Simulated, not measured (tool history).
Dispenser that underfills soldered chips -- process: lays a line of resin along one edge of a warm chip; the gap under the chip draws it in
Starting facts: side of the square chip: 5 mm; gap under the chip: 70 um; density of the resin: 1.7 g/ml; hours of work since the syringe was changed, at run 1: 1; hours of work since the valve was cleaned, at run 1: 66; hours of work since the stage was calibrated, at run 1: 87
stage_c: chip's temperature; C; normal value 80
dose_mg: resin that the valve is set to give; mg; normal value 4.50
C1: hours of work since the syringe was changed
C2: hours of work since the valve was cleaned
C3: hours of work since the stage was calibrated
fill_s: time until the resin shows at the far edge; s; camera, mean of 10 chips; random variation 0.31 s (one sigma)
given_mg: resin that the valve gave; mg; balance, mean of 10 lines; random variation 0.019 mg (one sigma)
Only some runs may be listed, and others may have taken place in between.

{"run": 1, "hour": 0.0, "stage_c": 80, "dose_mg": 4.5, "C1": 1, "C2": 66, "C3": 87, "fill_s": 9.5, "given_mg": 4.24}
{"hour": 6.7, "done": "new syringe of resin"}
{"run": 2, "hour": 8.3, "stage_c": 80, "dose_mg": 4.5, "C1": 1, "C2": 72, "C3": 92, "fill_s": 9.5, "given_mg": 4.22}
{"hour": 15.2, "done": "new syringe of resin"}
{"run": 3, "hour": 18.0, "stage_c": 80, "dose_mg": 4.5, "C1": 2, "C2": 78, "C3": 98, "fill_s": 10.1, "given_mg": 4.22}
{"hour": 23.8, "done": "new syringe of resin"}
{"hour": 26.1, "done": "dispensing valve cleaned and set on the balance"}
{"run": 4, "hour": 26.7, "stage_c": 80, "dose_mg": 4.5, "C1": 1, "C2": 0, "C3": 103, "fill_s": 8.9, "given_mg": 4.5}
{"hour": 33.2, "done": "new syringe of resin"}
{"run": 5, "hour": 34.0, "stage_c": 80, "dose_mg": 4.5, "C1": 1, "C2": 5, "C3": 108, "fill_s": 9.0, "given_mg": 4.5}
{"hour": 41.7, "done": "new syringe of resin"}
{"run": 6, "hour": 41.7, "stage_c": 80, "dose_mg": 4.5, "C1": 0, "C2": 10, "C3": 112, "fill_s": 9.3, "given_mg": 4.43}
{"run": 7, "hour": 45.7, "stage_c": 85, "dose_mg": 4.7, "C1": 3, "C2": 12, "C3": 115, "fill_s": 9.1, "given_mg": 4.66}
{"hour": 50.3, "done": "new syringe of resin"}
{"run": 8, "hour": 54.1, "stage_c": 72, "dose_mg": 3.93, "C1": 3, "C2": 18, "C3": 120, "fill_s": 15.9, "given_mg": 3.87}
{"hour": 58.8, "done": "new syringe of resin"}
{"run": 9, "hour": 59.6, "stage_c": 72, "dose_mg": 3.93, "C1": 0, "C2": 21, "C3": 124, "fill_s": 13.8, "given_mg": 3.87}
{"run": 10, "hour": 65.3, "stage_c": 74, "dose_mg": 4.55, "C1": 4, "C2": 25, "C3": 128, "fill_s": 16.4, "given_mg": 4.44}
{"hour": 67.3, "done": "new syringe of resin"}
{"run": 11, "hour": 72.3, "stage_c": 74, "dose_mg": 3.95, "C1": 3, "C2": 29, "C3": 132, "fill_s": 15.6, "given_mg": 3.85}

Predict each of these 3 candidate next runs independently; none follows another, all start after run 11:
{"hour": 76.1, "done": "new syringe of resin"}
{"run": "A", "hour": 79.4, "stage_c": 89, "dose_mg": 4.22, "C1": 2, "C2": 34, "C3": 136, "fill_s": "?", "given_mg": "?"}
{"hour": 76.1, "done": "new syringe of resin"}
{"run": "B", "hour": 79.4, "stage_c": 87, "dose_mg": 4.88, "C1": 2, "C2": 34, "C3": 136, "fill_s": "?", "given_mg": "?"}
{"hour": 76.1, "done": "new syringe of resin"}
{"run": "C", "hour": 79.4, "stage_c": 86, "dose_mg": 4.4, "C1": 2, "C2": 34, "C3": 136, "fill_s": "?", "given_mg": "?"}

run=A fill_s=7.0 given_mg=4.13
run=B fill_s=8.3 given_mg=4.76
run=C fill_s=8.4 given_mg=4.27
Without the tool's hidden state the same runs would have given:
run=A fill_s=5.6 given_mg=4.24
run=B fill_s=6.8 given_mg=4.88
run=C fill_s=6.8 given_mg=4.38

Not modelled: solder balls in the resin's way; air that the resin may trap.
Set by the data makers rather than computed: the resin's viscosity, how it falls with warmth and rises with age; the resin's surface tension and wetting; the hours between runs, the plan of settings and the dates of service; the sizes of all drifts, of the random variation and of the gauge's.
